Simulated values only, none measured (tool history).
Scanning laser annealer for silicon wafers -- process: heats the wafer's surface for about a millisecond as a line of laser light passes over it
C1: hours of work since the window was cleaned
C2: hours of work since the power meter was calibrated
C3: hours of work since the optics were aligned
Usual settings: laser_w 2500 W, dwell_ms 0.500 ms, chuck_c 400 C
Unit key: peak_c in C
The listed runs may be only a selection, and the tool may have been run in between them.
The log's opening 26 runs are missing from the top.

Run 27, hour 475.7: usual settings but chuck_c 419 C; C1 292; C2 40; C3 618. Result: peak_c 1198 C.
Run 28, hour 496.3: usual settings but laser_w 2543 W, chuck_c 389 C; C1 303; C2 51; C3 629. Result: peak_c 1179 C.
Run 29, hour 510.8: usual settings but laser_w 2543 W, chuck_c 387 C; C1 311; C2 58; C3 636. Result: peak_c 1177 C.
Run 30, hour 524.4: usual settings but laser_w 2408 W, dwell_ms 0.616 ms, chuck_c 430 C; C1 318; C2 65; C3 644. Result: peak_c 1264 C.
Run 31, hour 548.9: usual settings but laser_w 2728 W, dwell_ms 0.513 ms, chuck_c 408 C; C1 331; C2 78; C3 657. Result: peak_c 1257 C.
Run 32, hour 571.8: usual settings but laser_w 2728 W, dwell_ms 0.513 ms, chuck_c 408 C; C1 343; C2 91; C3 669. Result: peak_c 1256 C.
Run 33, hour 584.1: usual settings but laser_w 2693 W, dwell_ms 0.498 ms, chuck_c 382 C; C1 350; C2 97; C3 675. Result: peak_c 1211 C.
Run 34, hour 596.0: usual settings but laser_w 2462 W, chuck_c 435 C; C1 356; C2 103; C3 681. Result: peak_c 1198 C.
Run 35, hour 620.1: usual settings but laser_w 2295 W, chuck_c 386 C; C1 369; C2 116; C3 694. Result: peak_c 1104 C.
Run 36, hour 633.6: usual settings but laser_w 2701 W, dwell_ms 0.388 ms, chuck_c 369 C; C1 376; C2 123; C3 701. Result: peak_c 1104 C.
Run 37, hour 653.9: usual settings but laser_w 2672 W, dwell_ms 0.385 ms, chuck_c 415 C; C1 386; C2 134; C3 712. Result: peak_c 1139 C.
Run 38, hour 679.8: usual settings but laser_w 2672 W, dwell_ms 0.385 ms, chuck_c 415 C; C1 400; C2 148; C3 726. Result: peak_c 1144 C.
Run 39, hour 699.0: usual settings but laser_w 2685 W, dwell_ms 0.411 ms, chuck_c 438 C; C1 410; C2 158; C3 736. Result: peak_c 1189 C.
Run 40, hour 722.3: usual settings but dwell_ms 0.516 ms, chuck_c 385 C; C1 423; C2 170; C3 748. Result: peak_c 1169 C.
Run 41, hour 744.7: usual settings but dwell_ms 0.516 ms, chuck_c 385 C; C1 435; C2 182; C3 760. Result: peak_c 1171 C.

Below are 3 alternative next runs, each starting from the tool's condition after run 41. Predict each:
Run A, hour 759.5: usual settings but dwell_ms 0.516 ms, chuck_c 389 C; C1 442; C2 190; C3 768. Result: peak_c ?.
Run B, hour 759.5: usual settings but laser_w 2532 W, dwell_ms 0.508 ms, chuck_c 385 C; C1 442; C2 190; C3 768. Result: peak_c ?.
Run C, hour 759.5: usual settings but laser_w 2716 W, dwell_ms 0.429 ms, chuck_c 379 C; C1 442; C2 190; C3 768. Result: peak_c ?.

run  peak_c
  A    1175
  B    1176
  C    1151
What these runs would have given with no unlogged condition in the tool:
run  peak_c
  A    1185
  B    1186
  C    1161

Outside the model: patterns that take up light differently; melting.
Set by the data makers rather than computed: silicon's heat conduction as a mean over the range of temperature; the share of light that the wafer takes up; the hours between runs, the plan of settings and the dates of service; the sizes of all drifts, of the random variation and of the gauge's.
